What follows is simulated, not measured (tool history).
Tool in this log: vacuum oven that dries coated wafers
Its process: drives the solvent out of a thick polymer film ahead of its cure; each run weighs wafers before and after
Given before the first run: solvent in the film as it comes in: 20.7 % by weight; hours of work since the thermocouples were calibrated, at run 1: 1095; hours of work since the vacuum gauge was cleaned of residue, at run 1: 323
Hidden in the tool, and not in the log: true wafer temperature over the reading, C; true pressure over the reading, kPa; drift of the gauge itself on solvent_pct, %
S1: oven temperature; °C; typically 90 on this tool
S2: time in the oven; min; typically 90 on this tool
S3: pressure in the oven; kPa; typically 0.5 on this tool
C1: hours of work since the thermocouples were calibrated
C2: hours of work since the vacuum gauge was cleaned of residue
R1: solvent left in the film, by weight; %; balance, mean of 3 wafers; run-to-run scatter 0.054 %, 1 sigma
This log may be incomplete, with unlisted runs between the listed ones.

| run | hour | S1 | S2 | S3 | C1 | C2 | R1 |
|---|---|---|---|---|---|---|---|
| 1 | 0 | 90 | 90 | 0.5 | 1095 | 323 | 2.1 |
| 2 | 17.2 | 90 | 84 | 0.5 | 1108 | 336 | 2.39 |
| 3 | 25.6 | 90 | 84 | 0.5 | 1114 | 342 | 2.33 |
| 4 | 42.3 | 90 | 84 | 0.5 | 1127 | 355 | 2.48 |
| 5 | 50.1 | 103 | 84 | 0.5 | 1132 | 361 | 0.71 |
| 6 | 66.7 | 103 | 84 | 0.5 | 1145 | 373 | 0.74 |
| 7 | 73.8 | 103 | 84 | 0.5 | 1150 | 379 | 0.72 |
| 8 | 89.8 | 103 | 84 | 0.5 | 1162 | 390 | 0.83 |
| 9 | 104.6 | 90 | 128 | 0.5 | 1173 | 402 | 1.2 |
| 10 | 118.8 | 90 | 128 | 0.5 | 1184 | 412 | 1.22 |
|  | 123.3 | oven's thermocouples calibrated |
| 11 | 137.5 | 90 | 154 | 0.5 | 11 | 425 | 0.89 |
| 12 | 147 | 90 | 154 | 0.5 | 18 | 432 | 0.93 |
| 13 | 157 | 98 | 154 | 0.5 | 25 | 439 | 0.45 |
| 14 | 165.5 | 98 | 154 | 0.5 | 32 | 446 | 0.7 |
| 15 | 182 | 98 | 154 | 0.5 | 44 | 458 | 0.58 |
| 16 | 189.3 | 98 | 154 | 0.5 | 49 | 463 | 0.56 |
| 17 | 200 | 98 | 154 | 0.5 | 57 | 471 | 0.5 |
| 18 | 210.7 | 98 | 154 | 0.5 | 65 | 479 | 0.51 |
| 19 | 222.6 | 90 | 90 | 0.5 | 74 | 488 | 1.98 |
| 20 | 238.2 | 90 | 90 | 0.5 | 86 | 500 | 1.99 |
| 21 | 246.4 | 90 | 90 | 0.5 | 92 | 506 | 2.14 |
| 22 | 259.2 | 90 | 90 | 0.294 | 102 | 516 | 1.82 |
| 23 | 274.8 | 90 | 103 | 0.294 | 113 | 527 | 1.37 |
| 24 | 286.5 | 90 | 103 | 0.294 | 122 | 536 | 1.31 |
| 25 | 298.3 | 85 | 55 | 0.5 | 131 | 545 | 5.68 |
| 26 | 306.2 | 85 | 55 | 0.5 | 137 | 551 | 5.78 |
| 27 | 321 | 90 | 151 | 0.783 | 148 | 562 | 1.36 |
| 28 | 336.1 | 90 | 156 | 0.341 | 159 | 573 | 0.65 |
| 29 | 353.2 | 90 | 54 | 1.046 | 172 | 586 | 5.02 |
| 30 | 370.2 | 94 | 136 | 0.273 | 185 | 599 | 0.46 |
| 31 | 384.7 | 94 | 136 | 0.273 | 196 | 610 | 0.59 |
| 32 | 402 | 94 | 72 | 0.273 | 209 | 623 | 1.98 |
| 33 | 411.6 | 94 | 72 | 0.273 | 216 | 630 | 2.06 |
| 34 | 425.1 | 82 | 50 | 0.893 | 226 | 640 | 7.68 |
| 35 | 433.3 | 91 | 110 | 0.5 | 232 | 646 | 1.4 |
| 36 | 440.5 | 96 | 54 | 0.665 | 237 | 651 | 3.1 |
| 37 | 451.8 | 96 | 74 | 0.3 | 246 | 660 | 1.53 |
| 38 | 469.3 | 81 | 67 | 0.3 | 259 | 673 | 5.44 |
| 39 | 484.4 | 105 | 77 | 0.725 | 270 | 684 | 0.91 |
| 40 | 494.4 | 101 | 62 | 0.294 | 278 | 692 | 1.44 |
| 41 | 505.6 | 98 | 148 | 0.515 | 286 | 700 | 0.52 |

Take each entry between the runs: how does the hidden state at the last listed run before it differ from the hidden state at the first listed run after it?
In the gap between runs 10 and 11: oven's thermocouples calibrated (hour 123.3)
  true wafer temperature over the reading, C: -0.05 -> 0
